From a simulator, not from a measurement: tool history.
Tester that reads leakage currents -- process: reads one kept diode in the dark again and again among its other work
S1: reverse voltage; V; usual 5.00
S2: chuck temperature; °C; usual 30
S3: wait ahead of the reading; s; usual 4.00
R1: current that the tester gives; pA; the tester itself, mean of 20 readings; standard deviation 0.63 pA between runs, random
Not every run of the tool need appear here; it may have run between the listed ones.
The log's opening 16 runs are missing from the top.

run,hour,S1,S2,S3,R1
17,1011.7,5.00,25,4.00,136.52
18,1063.8,10.02,25,4.00,185.59
19,1139.6,10.02,25,4.00,183.31
20,1200.5,5.00,30,4.00,199.82
21,1242.4,16.51,23,4.00,196.14
22,1332.4,3.72,40,9.15,377.32
23,1417.2,5.00,30,1.26,194.88
24,1491.3,3.19,22,4.76,82.65
25,1543.5,3.99,26,4.00,125.33
26,1621.7,1.63,32,0.42,138.83

Run 27 is up next; what results do you expect?
27,1711.5,15.36,24,4.23,?

R1: 193.97 pA
The same run, on a tool lacking any hidden state, would have yielded R1 199.32 pA.
